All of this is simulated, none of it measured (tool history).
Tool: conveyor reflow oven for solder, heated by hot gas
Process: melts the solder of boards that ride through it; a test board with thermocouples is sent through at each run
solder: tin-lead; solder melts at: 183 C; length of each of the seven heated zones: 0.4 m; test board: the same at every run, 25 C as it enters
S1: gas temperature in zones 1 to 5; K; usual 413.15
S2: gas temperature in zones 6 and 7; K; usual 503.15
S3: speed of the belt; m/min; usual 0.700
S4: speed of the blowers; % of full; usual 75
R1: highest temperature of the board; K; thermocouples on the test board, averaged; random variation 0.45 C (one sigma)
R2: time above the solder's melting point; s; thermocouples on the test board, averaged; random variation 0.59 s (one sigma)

run    hour      S1      S2     S3  S4      R1    R2
  1     0.0  413.15  503.15  0.700  75  489.55  51.4
  2    40.4  413.15  501.15  0.700  75  488.05  50.4
  3   106.6  413.15  501.15  0.700  75  487.35  49.7
  4   183.4  413.15  501.15  0.700  75  487.45  50.3
  5   226.6  413.15  501.15  0.700  75  487.95  49.9
  6   277.9  413.15  501.15  0.700  75  487.35  50.6
  7   349.3  413.15  501.15  0.700  75  487.15  50.5
  8   416.9  413.15  501.15  0.700  75  487.55  50.5
      483.8  -- flux residue cleaned out of gas plates and filters
  9   491.8  413.15  503.15  0.625  75  492.75  60.2
 10   531.5  413.15  503.15  0.625  75  492.65  60.6
 11   609.4  413.15  503.15  0.700  75  489.55  51.2
 12   645.6  416.15  503.15  0.700  75  489.35  52.5
 13   727.6  416.15  503.15  0.700  75  488.85  51.5
 14   799.3  413.15  503.15  0.700  75  489.65  51.0
 15   876.8  413.15  503.15  0.700  75  488.95  52.4
 16   918.8  413.15  510.15  0.700  75  494.95  54.8
      965.6  -- flux residue cleaned out of gas plates and filters
 17   970.5  413.15  513.15  0.700  75  498.45  56.9
 18  1038.1  399.15  517.15  0.774  76  496.15  46.3
     1086.7  -- belt drive overhauled, speed set with a stopwatch
 19  1120.5  418.15  504.15  0.774  76  487.65  47.5
 20  1187.5  413.15  503.15  0.700  83  490.65  52.5
 21  1257.8  413.15  503.15  0.700  83  491.35  53.8
 22  1336.8  402.15  503.15  0.700  57  482.55  40.9
 23  1381.8  403.15  497.15  0.706  79  483.15  43.3
 24  1420.8  403.15  498.15  0.721  82  484.05  41.8
     1453.4  -- flux residue cleaned out of gas plates and filters
 25  1511.5  413.15  508.15  0.700  88  496.05  55.0
 26  1574.9  411.15  506.15  0.728  57  484.55  44.9
     1582.0  -- thermocouples of zones 6 and 7 changed
 27  1630.5  411.15  506.15  0.728  57  485.25  45.1
 28  1688.1  413.15  503.15  0.648  75  491.45  58.1
 29  1745.7  421.15  502.15  0.581  67  492.55  68.8
 30  1786.9  421.15  502.15  0.581  67  492.65  68.7
 31  1851.0  421.15  505.15  0.780  62  485.35  44.8

Forecast each of these 3 alternatives for the next run:
  A  1899.3  428.15  505.15  0.752  62   ?   ?
  B  1899.3  428.15  515.15  0.616  75   ?   ?
  C  1899.3  413.15  503.15  0.693  75   ?   ?

run      R1    R2
  A  488.25  51.0
  B  505.05  73.7
  C  489.85  51.5
Without the tool's hidden state the same runs would have given:
run      R1    R2
  A  488.35  51.1
  B  505.15  73.7
  C  489.95  51.6

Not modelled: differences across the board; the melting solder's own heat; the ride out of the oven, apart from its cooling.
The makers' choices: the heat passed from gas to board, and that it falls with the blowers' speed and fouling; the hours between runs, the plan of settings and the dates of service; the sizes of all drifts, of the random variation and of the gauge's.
